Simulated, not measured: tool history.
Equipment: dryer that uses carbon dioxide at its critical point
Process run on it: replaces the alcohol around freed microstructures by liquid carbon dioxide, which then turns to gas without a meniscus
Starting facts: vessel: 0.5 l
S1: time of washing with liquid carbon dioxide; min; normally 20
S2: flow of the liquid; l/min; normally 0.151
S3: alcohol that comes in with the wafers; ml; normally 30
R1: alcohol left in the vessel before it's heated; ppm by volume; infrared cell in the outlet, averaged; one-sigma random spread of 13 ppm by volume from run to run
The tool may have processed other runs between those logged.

run,hour,S1,S2,S3,R1
1,0,20,0.151,30,1586
2,20.1,20,0.151,30,1624
3,35.4,20,0.151,30,1636
4,47,20,0.151,30,1598
5,67.9,20,0.151,30,1663
6,77.5,20,0.151,30,1662
7,89.8,20,0.151,44,2452
8,104.5,20,0.156,44,2210
9,113.3,20,0.156,44,2232
10,132.1,20,0.156,44,2260
11,153.1,20,0.151,30,1712
12,172.1,20,0.151,30,1719
# hour 178.8: inlet filter changed
13,188.2,20,0.151,30,828
14,198.2,20,0.151,30,813
15,214.7,20,0.151,30,835
16,223.8,20,0.151,70,1955
17,237.6,20,0.151,70,1922
18,254.5,20,0.227,30,126
19,269.4,16,0.185,39,1256
20,278.8,20,0.151,33,934
21,288.6,20,0.151,33,961
22,298.4,23,0.132,30,844
23,310,23,0.132,30,823
24,321.9,13,0.203,30,1521
25,339.6,13,0.203,30,1565
26,356.7,13,0.203,30,1539
27,370.9,31,0.203,25,34
28,381.6,31,0.203,25,39
29,402.7,31,0.203,25,35
30,416.4,29,0.236,38,38
31,426.4,29,0.236,38,29

How would selected steps in R1 from run to run divide? Give the signed amount a tool lacking its hidden state would still show from settings, what came in and random variation, and the signed amount left for the hidden state, including any gauge scatter that is not in both of the compared results.
Unlogged tool condition in this case: flow that reaches the vessel past the clogged filter, %; alcohol in the recycled carbon dioxide, ppm; drift of the gauge itself on alcohol_ppm, %.
Run 6 -> 7: S3 30 -> 44. R1 +790 ppm by volume: hidden state +416, all else +374.
Run 10 -> 11: S2 0.156 -> 0.151, S3 44 -> 30. R1 -548 ppm by volume: hidden state -311, all else -237.
Run 12 -> 13: inlet filter changed. R1 -891 ppm by volume: hidden state -911, all else +20.
Run 17 -> 18: S2 0.151 -> 0.227, S3 70 -> 30. R1 -1796 ppm by volume: hidden state -51, all else -1745.
Run 18 -> 19: S1 20 -> 16, S2 0.227 -> 0.185, S3 30 -> 39. R1 +1130 ppm by volume: hidden state +48, all else +1082.
Run 26 -> 27: S1 13 -> 31, S3 30 -> 25. R1 -1505 ppm by volume: hidden state -106, all else -1399.
